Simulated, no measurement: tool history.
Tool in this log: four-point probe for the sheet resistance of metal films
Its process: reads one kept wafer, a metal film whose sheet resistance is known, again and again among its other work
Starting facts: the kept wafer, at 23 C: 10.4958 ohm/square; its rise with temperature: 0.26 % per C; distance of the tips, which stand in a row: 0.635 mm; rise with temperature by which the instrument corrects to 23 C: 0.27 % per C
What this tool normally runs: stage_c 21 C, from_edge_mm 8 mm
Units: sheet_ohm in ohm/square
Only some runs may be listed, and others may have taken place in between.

run,hour,stage_c,from_edge_mm,sheet_ohm
1,0.0,21,8,10.537441
2,14.5,21,8,10.531601
3,33.1,21,8,10.533356
4,47.5,21,8,10.531335
5,56.8,21,8,10.536070
6,75.1,21,21,10.500472
7,83.3,21,21,10.505100
8,95.9,21,21,10.503950
9,104.8,34,21,10.487337
10,121.7,34,21,10.486937
11,140.7,21,8,10.531625
12,158.6,21,4,10.644636
13,170.4,20,8,10.532128
14,181.8,21,35,10.500958
15,193.4,23,67,10.498880
16,208.1,23,8,10.529098
17,216.4,23,9,10.526355
18,233.0,23,9,10.525305
19,246.0,23,9,10.524968
20,256.7,23,17,10.507597
21,268.8,26,8,10.528583

5 ways to go on from here, each from the tool as it stands after run 21. What would each give?
A,280.8,30,8,?
B,280.8,26,5,?
C,280.8,22,8,?
D,280.8,21,19,?
E,280.8,21,29,?

run,sheet_ohm
A,10.519965
B,10.582039
C,10.534073
D,10.506224
E,10.501959
The same runs, with their run-to-run variation unchanged, on a tool lacking any hidden condition would have given:
run,sheet_ohm
A,10.519726
B,10.581800
C,10.533835
D,10.505987
E,10.501722
